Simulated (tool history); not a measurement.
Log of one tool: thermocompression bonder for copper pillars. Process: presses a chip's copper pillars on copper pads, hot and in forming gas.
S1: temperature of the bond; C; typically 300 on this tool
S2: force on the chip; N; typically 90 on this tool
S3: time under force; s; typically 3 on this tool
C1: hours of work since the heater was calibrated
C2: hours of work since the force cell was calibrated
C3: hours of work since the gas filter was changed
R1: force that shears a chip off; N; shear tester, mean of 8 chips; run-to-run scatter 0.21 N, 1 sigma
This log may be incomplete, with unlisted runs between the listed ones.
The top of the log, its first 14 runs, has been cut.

At hour 387.8: forming gas filter changed.
Run 15, hour 397.9: usual settings; C1 1389; C2 956; C3 7. Result: R1 90.3 N.
Run 16, hour 421.8: usual settings but S3 7 s; C1 1406; C2 972; C3 23. Result: R1 113.1 N.
Run 17, hour 450.2: usual settings but S1 297 C, S3 5 s; C1 1425; C2 991; C3 43. Result: R1 101.5 N.
Run 18, hour 469.8: usual settings but S1 315 C, S2 100 N, S3 2 s; C1 1438; C2 1005; C3 56. Result: R1 99.5 N.
Run 19, hour 508.5: usual settings but S1 285 C, S3 2 s; C1 1465; C2 1031; C3 82. Result: R1 65.6 N.
Run 20, hour 531.5: usual settings but S1 311 C, S2 62 N, S3 6 s; C1 1480; C2 1047; C3 98. Result: R1 91.6 N.
At hour 561.5: forming gas filter changed.
Run 21, hour 569.5: usual settings but S1 278 C, S2 61 N; C1 1506; C2 1072; C3 5. Result: R1 47.5 N.
Run 22, hour 590.8: usual settings but S1 310 C, S3 2 s; C1 1520; C2 1087; C3 20. Result: R1 88.1 N.
At hour 612.7: heater calibrated with a thermocouple chip.
Run 23, hour 629.2: usual settings but S1 292 C, S3 4 s; C1 11; C2 1111; C3 45. Result: R1 84 N.
Run 24, hour 664.3: usual settings but S1 292 C, S3 4 s; C1 35; C2 1135; C3 69. Result: R1 83.5 N.
Run 25, hour 698.8: usual settings but S1 292 C, S2 78 N, S3 5 s; C1 59; C2 1159; C3 92. Result: R1 79.7 N.
Run 26, hour 722.2: usual settings but S1 292 C, S2 106 N, S3 7 s; C1 75; C2 1175; C3 108. Result: R1 109.3 N.
At hour 738: forming gas filter changed.
Run 27, hour 740.4: usual settings but S1 292 C, S2 106 N, S3 7 s; C1 87; C2 1187; C3 2. Result: R1 111.4 N.
Run 28, hour 769.8: usual settings but S1 298 C, S3 2 s; C1 107; C2 1207; C3 22. Result: R1 71.6 N.
Run 29, hour 799: usual settings but S1 298 C, S3 2 s; C1 127; C2 1227; C3 42. Result: R1 71.8 N.
Run 30, hour 835: usual settings but S1 315 C, S2 91 N; C1 151; C2 1251; C3 66. Result: R1 98.1 N.
Run 31, hour 869.3: usual settings but S1 315 C, S2 91 N; C1 175; C2 1275; C3 89. Result: R1 97.2 N.

Each row is a separate what-if for the run after 31, all from the same tool condition, not one after another. Results?
Run A, hour 901.6: usual settings but S1 316 C, S2 64 N, S3 7 s; C1 196; C2 1297; C3 111. Result: R1 ?.
Run B, hour 901.6: usual settings but S1 281 C, S2 99 N, S3 2 s; C1 196; C2 1297; C3 111. Result: R1 ?.
Run C, hour 901.6: usual settings but S1 309 C, S2 59 N; C1 196; C2 1297; C3 111. Result: R1 ?.
Run D, hour 901.6: usual settings but S1 315 C, S2 77 N; C1 196; C2 1297; C3 111. Result: R1 ?.

run    R1
  A    96
  B  62.2
  C    63
  D  85.5
With the hidden condition removed and each run's random variation left untouched, the same runs would have given:
run    R1
  A  98.2
  B  63.4
  C  64.4
  D  87.5

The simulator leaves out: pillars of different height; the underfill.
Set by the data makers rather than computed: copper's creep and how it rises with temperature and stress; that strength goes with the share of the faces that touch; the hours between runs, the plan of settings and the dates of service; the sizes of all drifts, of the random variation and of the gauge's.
